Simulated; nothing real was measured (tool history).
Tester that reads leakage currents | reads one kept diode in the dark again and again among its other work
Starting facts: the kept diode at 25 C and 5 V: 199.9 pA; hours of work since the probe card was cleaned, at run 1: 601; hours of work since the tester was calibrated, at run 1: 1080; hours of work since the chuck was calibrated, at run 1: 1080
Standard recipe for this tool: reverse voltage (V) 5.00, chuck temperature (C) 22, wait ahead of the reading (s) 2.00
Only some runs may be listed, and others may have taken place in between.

run	hour	reverse voltage (V)	chuck temperature (C)	wait ahead of the reading (s)	hours of work since the probe card was cleaned	hours of work since the tester was calibrated	hours of work since the chuck was calibrated	current that the tester gives (pA)
1	0.0	5.00	22	2.00	601	1080	1080	187.24
2	162.8	5.00	22	2.00	671	1150	1150	188.13
3	348.8	5.00	22	2.00	750	1229	1229	190.37
4	565.2	5.00	22	2.00	843	1322	1322	192.46
# hour 680.2: chuck's temperature calibrated
5	756.4	5.00	40	2.00	925	1404	33	786.44
6	909.5	5.00	22	2.00	990	1469	98	211.82
7	1032.5	5.00	22	2.00	1043	1522	151	214.34
# hour 1224.4: chuck's temperature calibrated, once more
8	1250.7	5.00	27	0.60	1136	1615	11	238.99
9	1378.9	13.73	42	2.45	1191	1670	66	1061.16
10	1512.6	13.73	42	2.45	1248	1727	124	1068.29
11	1652.6	9.42	52	0.50	1308	1787	184	1815.60
12	1767.0	1.15	30	0.61	1357	1837	233	170.29
13	1964.8	1.16	22	2.00	1442	1921	318	93.85
14	2099.2	1.16	22	2.00	1500	1979	375	94.76

For some of the steps in current that the tester gives (pA) from one run to the next: how much would appear even if the tool had no hidden state, given the settings, what came in and random variation, and how much remains for the hidden state plus any gauge scatter that the measured result and the result without hidden state don't share?
Hidden state at play: stray current of the dirty probe card, pA a volt; current scale over the true one, %; true chuck temperature over the reading, C; drift of the gauge itself on leakage_pa, %.
Run 4 -> 5: chuck temperature (C) 22 -> 40, chuck's temperature calibrated. current that the tester gives (pA) +593.98: hidden state +137.72, all else +456.26.
Run 11 -> 12: reverse voltage (V) 9.42 -> 1.15, chuck temperature (C) 52 -> 30, wait ahead of the reading (s) 0.50 -> 0.61. current that the tester gives (pA) -1645.31: hidden state -40.70, all else -1604.61.
